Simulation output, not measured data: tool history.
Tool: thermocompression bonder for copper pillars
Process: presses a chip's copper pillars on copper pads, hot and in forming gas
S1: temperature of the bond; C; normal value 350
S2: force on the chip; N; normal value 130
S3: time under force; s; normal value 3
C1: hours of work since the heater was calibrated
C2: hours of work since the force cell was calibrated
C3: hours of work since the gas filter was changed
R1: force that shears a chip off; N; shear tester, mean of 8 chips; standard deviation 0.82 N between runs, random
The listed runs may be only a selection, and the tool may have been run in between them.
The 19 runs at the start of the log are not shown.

| run | day | S1 | S2 | S3 | C1 | C2 | C3 | R1 |
|---|---|---|---|---|---|---|---|---|
| 20 | 29.212 | 350 | 164 | 2 | 273 | 986 | 206 | 60.4 |
| 21 | 30.908 | 337 | 104 | 4 | 289 | 1002 | 222 | 50.9 |
| 22 | 32.596 | 350 | 138 | 2 | 306 | 1019 | 239 | 54.5 |
| 23 | 34.733 | 350 | 138 | 2 | 327 | 1040 | 260 | 54.9 |
| 24 | 36.046 | 347 | 127 | 2 | 340 | 1053 | 273 | 50.6 |
| 25 | 38.342 | 347 | 180 | 4 | 363 | 1076 | 296 | 71 |
| 26 | 39.467 | 377 | 130 | 4 | 374 | 1087 | 307 | 68.6 |
|  | 39.804 | force cell calibrated |
| 27 | 41.838 | 377 | 130 | 4 | 396 | 20 | 329 | 72.2 |
| 28 | 43.204 | 321 | 97 | 4 | 410 | 34 | 343 | 45.1 |
| 29 | 44.238 | 360 | 131 | 3 | 420 | 44 | 353 | 62.6 |
| 30 | 45.675 | 323 | 131 | 2 | 434 | 58 | 367 | 44.6 |
| 31 | 47.488 | 333 | 112 | 7 | 452 | 76 | 385 | 61.1 |
| 32 | 48.471 | 333 | 112 | 4 | 462 | 85 | 395 | 53.8 |
| 33 | 50.733 | 333 | 112 | 4 | 484 | 108 | 417 | 51.5 |
| 34 | 52.533 | 330 | 100 | 2 | 502 | 125 | 435 | 37.6 |

Each row is a separate what-if for the run after 34, all from the same tool condition, not one after another. Results?
|  | 54.108 | forming gas filter changed |
| A | 54.717 | 350 | 78 | 3 | 523 | 147 | 6 | ? |
|  | 54.108 | forming gas filter changed |
| B | 54.717 | 327 | 130 | 3 | 523 | 147 | 6 | ? |
|  | 54.108 | forming gas filter changed |
| C | 54.717 | 350 | 152 | 3 | 523 | 147 | 6 | ? |
|  | 54.108 | forming gas filter changed |
| D | 54.717 | 350 | 130 | 6 | 523 | 147 | 6 | ? |
|  | 54.108 | forming gas filter changed |
| E | 54.717 | 325 | 167 | 5 | 523 | 147 | 6 | ? |

| run | R1 |
|---|---|
| A | 48.5 |
| B | 57.2 |
| C | 71 |
| D | 75.8 |
| E | 72.5 |
The same runs, with their run-to-run variation unchanged, on a tool lacking any hidden condition would have given:
| run | R1 |
|---|---|
| A | 47.5 |
| B | 56 |
| C | 70.1 |
| D | 75.1 |
| E | 71.5 |
